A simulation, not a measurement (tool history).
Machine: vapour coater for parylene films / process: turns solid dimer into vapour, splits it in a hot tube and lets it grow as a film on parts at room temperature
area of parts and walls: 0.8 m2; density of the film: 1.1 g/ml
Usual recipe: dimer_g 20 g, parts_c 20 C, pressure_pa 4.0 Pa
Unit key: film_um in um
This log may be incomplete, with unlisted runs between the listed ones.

run	day	dimer_g	parts_c	pressure_pa	film_um
1	0.000	20	20	4.0	14.46
2	2.212	20	20	4.0	14.22
3	3.146	20	20	4.0	14.23
4	5.217	31	20	4.0	21.48
5	6.696	31	20	4.0	21.15
# day 7.046: trap's valve overhauled
6	8.600	24	20	3.9	16.15

Forecast run 7:
7	10.838	24	20	3.9	?

{"run 7": {"film_um": 15.96}}
The same run, on a tool lacking any hidden state, would have yielded film_um 17.43 um.

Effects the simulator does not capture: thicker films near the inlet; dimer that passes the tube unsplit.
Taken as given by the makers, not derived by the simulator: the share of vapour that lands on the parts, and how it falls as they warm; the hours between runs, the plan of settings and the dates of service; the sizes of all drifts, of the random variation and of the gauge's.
